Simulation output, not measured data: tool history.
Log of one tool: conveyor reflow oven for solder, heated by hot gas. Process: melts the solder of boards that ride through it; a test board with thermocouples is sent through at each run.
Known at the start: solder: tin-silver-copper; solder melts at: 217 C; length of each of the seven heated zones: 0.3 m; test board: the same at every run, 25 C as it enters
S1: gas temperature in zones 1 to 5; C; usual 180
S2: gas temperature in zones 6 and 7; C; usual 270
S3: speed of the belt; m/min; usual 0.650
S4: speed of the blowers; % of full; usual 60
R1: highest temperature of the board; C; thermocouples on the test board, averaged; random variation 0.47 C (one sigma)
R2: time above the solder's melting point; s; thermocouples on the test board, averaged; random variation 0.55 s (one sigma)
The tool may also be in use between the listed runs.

{"run": 1, "day": 0.0, "S1": 180, "S2": 270, "S3": 0.65, "S4": 60, "R1": 243.4, "R2": 35.2}
{"run": 2, "day": 2.871, "S1": 180, "S2": 270, "S3": 0.65, "S4": 60, "R1": 242.5, "R2": 35.7}
{"run": 3, "day": 6.967, "S1": 180, "S2": 270, "S3": 0.65, "S4": 60, "R1": 241.5, "R2": 33.7}
{"day": 9.362, "done": "flux residue cleaned out of gas plates and filters"}
{"run": 4, "day": 10.508, "S1": 180, "S2": 270, "S3": 0.65, "S4": 60, "R1": 245.7, "R2": 38.2}
{"run": 5, "day": 13.442, "S1": 180, "S2": 270, "S3": 0.65, "S4": 60, "R1": 247.0, "R2": 38.7}
{"run": 6, "day": 15.488, "S1": 180, "S2": 270, "S3": 0.65, "S4": 60, "R1": 246.4, "R2": 37.6}
{"run": 7, "day": 18.833, "S1": 180, "S2": 270, "S3": 0.65, "S4": 60, "R1": 246.3, "R2": 37.9}
{"run": 8, "day": 20.883, "S1": 180, "S2": 270, "S3": 0.65, "S4": 60, "R1": 244.9, "R2": 38.0}
{"run": 9, "day": 23.021, "S1": 180, "S2": 270, "S3": 0.65, "S4": 60, "R1": 244.3, "R2": 37.3}
{"run": 10, "day": 25.383, "S1": 190, "S2": 270, "S3": 0.65, "S4": 60, "R1": 247.7, "R2": 41.3}
{"run": 11, "day": 28.971, "S1": 190, "S2": 270, "S3": 0.65, "S4": 60, "R1": 246.8, "R2": 42.3}
{"run": 12, "day": 31.95, "S1": 190, "S2": 270, "S3": 0.65, "S4": 60, "R1": 246.7, "R2": 41.3}
{"run": 13, "day": 34.208, "S1": 180, "S2": 270, "S3": 0.65, "S4": 60, "R1": 242.7, "R2": 36.8}
{"run": 14, "day": 38.167, "S1": 180, "S2": 270, "S3": 0.65, "S4": 60, "R1": 243.5, "R2": 36.7}
{"run": 15, "day": 41.467, "S1": 180, "S2": 270, "S3": 0.65, "S4": 59, "R1": 242.7, "R2": 35.7}
{"run": 16, "day": 44.942, "S1": 191, "S2": 282, "S3": 0.632, "S4": 77, "R1": 260.9, "R2": 51.8}
{"day": 47.008, "done": "belt drive overhauled, speed set with a stopwatch"}
{"run": 17, "day": 48.688, "S1": 178, "S2": 282, "S3": 0.552, "S4": 77, "R1": 262.6, "R2": 54.9}
{"run": 18, "day": 52.375, "S1": 178, "S2": 282, "S3": 0.552, "S4": 77, "R1": 261.1, "R2": 53.9}
{"day": 53.058, "done": "flux residue cleaned out of gas plates and filters"}
{"day": 54.596, "done": "thermocouples of zones 6 and 7 changed"}
{"run": 19, "day": 55.108, "S1": 175, "S2": 262, "S3": 0.635, "S4": 60, "R1": 240.4, "R2": 32.2}
{"run": 20, "day": 58.208, "S1": 174, "S2": 272, "S3": 0.65, "S4": 80, "R1": 252.0, "R2": 40.8}
{"run": 21, "day": 61.992, "S1": 174, "S2": 272, "S3": 0.65, "S4": 80, "R1": 252.3, "R2": 40.8}
{"run": 22, "day": 64.762, "S1": 171, "S2": 272, "S3": 0.54, "S4": 80, "R1": 257.8, "R2": 52.3}
{"run": 23, "day": 68.7, "S1": 171, "S2": 272, "S3": 0.54, "S4": 80, "R1": 256.3, "R2": 52.0}
{"run": 24, "day": 71.242, "S1": 180, "S2": 263, "S3": 0.678, "S4": 60, "R1": 237.9, "R2": 29.4}
{"run": 25, "day": 74.221, "S1": 180, "S2": 263, "S3": 0.678, "S4": 60, "R1": 237.5, "R2": 29.3}
{"run": 26, "day": 76.196, "S1": 180, "S2": 263, "S3": 0.678, "S4": 60, "R1": 238.5, "R2": 29.4}
{"run": 27, "day": 80.362, "S1": 180, "S2": 263, "S3": 0.678, "S4": 60, "R1": 237.3, "R2": 27.3}
{"run": 28, "day": 82.446, "S1": 180, "S2": 263, "S3": 0.678, "S4": 60, "R1": 236.4, "R2": 28.3}
{"run": 29, "day": 84.588, "S1": 173, "S2": 270, "S3": 0.65, "S4": 55, "R1": 240.0, "R2": 29.8}
{"run": 30, "day": 87.579, "S1": 180, "S2": 265, "S3": 0.65, "S4": 56, "R1": 238.0, "R2": 30.7}

Some steps in R1 between neighbouring runs. How much of each would the tool show without its hidden state too (settings, what came in, random variation), and how much is left for the hidden state, with any gauge scatter that isn't in both results?
The hidden state here: heat that the gas passes to the board, % of a clean oven's; belt's true speed, % of the reading; true gas temperature in zones 6 and 7 over the reading, C; drift of the gauge itself on peak_c, C; drift of the gauge itself on liquid_s, %.
Run 3 -> 4: flux residue cleaned out of gas plates and filters. R1 +4.2 C: hidden state +4.5, all else -0.3.
Run 15 -> 16: S1 180 -> 191, S2 270 -> 282, S3 0.650 -> 0.632, S4 59 -> 77. R1 +18.2 C: hidden state -0.7, all else +18.9.
Run 16 -> 17: S1 191 -> 178, S3 0.632 -> 0.552, belt drive overhauled, speed set with a stopwatch. R1 +1.7 C: hidden state -1.1, all else +2.8.
Run 18 -> 19: S1 178 -> 175, S2 282 -> 262, S3 0.552 -> 0.635, S4 77 -> 60, flux residue cleaned out of gas plates and filters, thermocouples of zones 6 and 7 changed. R1 -20.7 C: hidden state +5.5, all else -26.2.
Run 23 -> 24: S1 171 -> 180, S2 272 -> 263, S3 0.540 -> 0.678, S4 80 -> 60. R1 -18.4 C: hidden state -0.3, all else -18.1.
